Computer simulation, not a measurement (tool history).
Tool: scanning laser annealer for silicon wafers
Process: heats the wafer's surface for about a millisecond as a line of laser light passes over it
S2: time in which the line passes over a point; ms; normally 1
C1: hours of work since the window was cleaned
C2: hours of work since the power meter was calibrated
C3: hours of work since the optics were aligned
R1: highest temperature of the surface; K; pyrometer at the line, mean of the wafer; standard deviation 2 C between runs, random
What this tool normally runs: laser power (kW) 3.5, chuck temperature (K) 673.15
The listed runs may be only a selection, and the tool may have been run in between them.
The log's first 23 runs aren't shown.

Run 24, hour 268.2: usual settings but laser power (kW) 3.264, S2 0.87 ms, chuck temperature (K) 687.15; C1 55; C2 337; C3 760. Result: R1 1393.15 K.
Run 25, hour 277.8: usual settings but laser power (kW) 3.275, S2 1.03 ms; C1 62; C2 344; C3 767. Result: R1 1450.15 K.
Run 26, hour 286.7: usual settings but laser power (kW) 3.275, S2 1.03 ms, chuck temperature (K) 699.15; C1 69; C2 351; C3 773. Result: R1 1471.15 K.
Run 27, hour 296.7: usual settings but laser power (kW) 3.254, S2 1.03 ms, chuck temperature (K) 699.15; C1 76; C2 358; C3 781. Result: R1 1465.15 K.
Run 28, hour 307.9: usual settings but laser power (kW) 3.254, S2 1.03 ms, chuck temperature (K) 699.15; C1 84; C2 366; C3 789. Result: R1 1469.15 K.
Run 29, hour 316.5: usual settings but laser power (kW) 3.648, S2 0.91 ms, chuck temperature (K) 648.15; C1 90; C2 372; C3 795. Result: R1 1468.15 K.
Run 30, hour 329.9: usual settings but laser power (kW) 3.504, S2 1.06 ms, chuck temperature (K) 710.15; C1 100; C2 382; C3 805. Result: R1 1554.15 K.
Run 31, hour 345.8: usual settings but laser power (kW) 3.675, S2 0.78 ms, chuck temperature (K) 713.15; C1 111; C2 393; C3 816. Result: R1 1471.15 K.
Run 32, hour 354.9: usual settings but laser power (kW) 3.728, chuck temperature (K) 647.15; C1 118; C2 400; C3 823. Result: R1 1528.15 K.

Predict each of these 4 candidate next runs independently; none follows another, all start after run 32:
Run A, hour 366.7: usual settings but laser power (kW) 3.514; C1 126; C2 409; C3 831. Result: R1 ?.
Run B, hour 366.7: usual settings but laser power (kW) 3.016, chuck temperature (K) 675.15; C1 126; C2 409; C3 831. Result: R1 ?.
Run C, hour 366.7: usual settings but laser power (kW) 3.42, S2 1.1 ms; C1 126; C2 409; C3 831. Result: R1 ?.
Run D, hour 366.7: usual settings but laser power (kW) 3.751, S2 0.93 ms, chuck temperature (K) 642.15; C1 126; C2 409; C3 831. Result: R1 ?.

run       R1
  A  1496.15
  B  1362.15
  C  1508.15
  D  1492.15
Had the tool no hidden state, the same runs would have come out as:
run       R1
  A  1527.15
  B  1388.15
  C  1540.15
  D  1524.15
